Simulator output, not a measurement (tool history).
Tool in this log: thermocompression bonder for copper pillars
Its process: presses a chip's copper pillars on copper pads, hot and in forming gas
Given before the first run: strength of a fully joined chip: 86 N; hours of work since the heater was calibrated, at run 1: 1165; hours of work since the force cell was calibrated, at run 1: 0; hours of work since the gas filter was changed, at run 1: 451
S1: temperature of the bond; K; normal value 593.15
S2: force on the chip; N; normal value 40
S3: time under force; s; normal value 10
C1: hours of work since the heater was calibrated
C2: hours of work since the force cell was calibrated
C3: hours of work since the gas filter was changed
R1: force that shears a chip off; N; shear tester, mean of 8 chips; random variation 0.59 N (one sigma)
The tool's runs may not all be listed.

run    hour      S1  S2  S3    C1    C2   C3    R1
  1     0.0  593.15  40  10  1165     0  451  25.2
       12.8  -- forming gas filter changed
  2    72.4  577.15  40  10  1222    57   47  22.6
  3   156.8  577.15  40  10  1289   124  114  21.4
  4   199.7  590.15  40  10  1323   157  148  25.6
  5   245.5  593.15  40  10  1359   194  184  26.4
  6   328.6  593.15  40  10  1425   259  250  26.2
  7   388.0  593.15  40  10  1472   306  297  25.2
  8   470.6  593.15  38  10  1537   372  362  23.1
  9   554.0  593.15  40  10  1603   438  428  24.3
      592.4  -- forming gas filter changed
 10   637.3  593.15  40  10  1668   503   35  26.3
      714.1  -- heater calibrated with a thermocouple chip
 11   726.6  593.15  40  10    10   572  104  30.2
 12   780.5  593.15  40  15    53   615  147  35.9
 13   851.6  593.15  39  10   109   671  203  28.8
 14   940.3  593.15  39  10   179   741  273  27.7
 15  1009.0  605.15  40  10   233   795  328  31.7
 16  1086.9  623.15  40  10   295   857  389  35.9
 17  1135.5  623.15  40  10   333   895  428  36.6
     1179.7  -- forming gas filter changed
 18  1206.0  593.15  40  10   388   951   21  30.7
 19  1253.4  593.15  40  10   426   988   58  30.8
 20  1310.4  593.15  40  10   471  1033  103  29.4
 21  1354.9  586.15  50   7   506  1068  139  25.6
 22  1402.6  613.15  40  28   544  1106  176  49.2
 23  1491.4  613.15  40  28   614  1176  246  49.0
 24  1539.3  599.15  50  28   652  1214  284  47.9
 25  1580.4  593.15  24   8   684  1247  317  18.8
 26  1669.5  593.15  24   6   755  1317  387  14.9
 27  1721.0  616.15  30  10   796  1358  428  27.2
     1763.9  -- forming gas filter changed
     1804.4  -- force cell calibrated
 28  1810.5  623.15  30  14   865     5   36  37.2
 29  1871.1  582.15  25  29   913    53   84  29.0
 30  1914.3  598.15  30  18   947    87  118  31.7
 31  1983.4  567.15  45  18  1001   141  172  26.8
 32  2069.2  567.15  45  18  1069   209  240  26.1
 33  2155.8  579.15  40  15  1138   278  309  25.3
 34  2214.6  578.15  33   6  1184   324  355  14.8
 35  2263.5  589.15  41  17  1223   363  394  30.6
     2343.6  -- forming gas filter changed
 36  2345.5  614.15  27   8  1287   427    2  24.8
 37  2409.8  614.15  27   8  1338   478   52  24.8
 38  2472.1  614.15  27   8  1387   527  102  23.9
 39  2529.9  588.15  27   8  1433   573  147  17.5

Below, some changes in R1 between adjacent runs. For each, the amount present without the hidden state too (settings, incoming material, random variation) and the amount remaining for the hidden state with gauge scatter not shared by both compared results:
Unlogged tool condition in this case: true temperature of the bond over the reading, C; force that reaches the chip, % of what is set; oxide that the forming gas leaves, % of the face; drift of the gauge itself on shear_n, %.
Run 10 -> 11: heater calibrated with a thermocouple chip. R1 +3.9 N: hidden state +3.8, all else +0.1.
Run 17 -> 18: S1 623.15 -> 593.15, forming gas filter changed. R1 -5.9 N: hidden state +4.1, all else -10.0.
Run 21 -> 22: S1 586.15 -> 613.15, S2 50 -> 40, S3 7 -> 28. R1 +23.6 N: hidden state -2.0, all else +25.6.
Run 24 -> 25: S1 599.15 -> 593.15, S2 50 -> 24, S3 28 -> 8. R1 -29.1 N: hidden state +3.2, all else -32.3.
Run 34 -> 35: S1 578.15 -> 589.15, S2 33 -> 41, S3 6 -> 17. R1 +15.8 N: hidden state -3.4, all else +19.2.
Run 35 -> 36: S1 589.15 -> 614.15, S2 41 -> 27, S3 17 -> 8, forming gas filter changed. R1 -5.8 N: hidden state +3.8, all else -9.6.
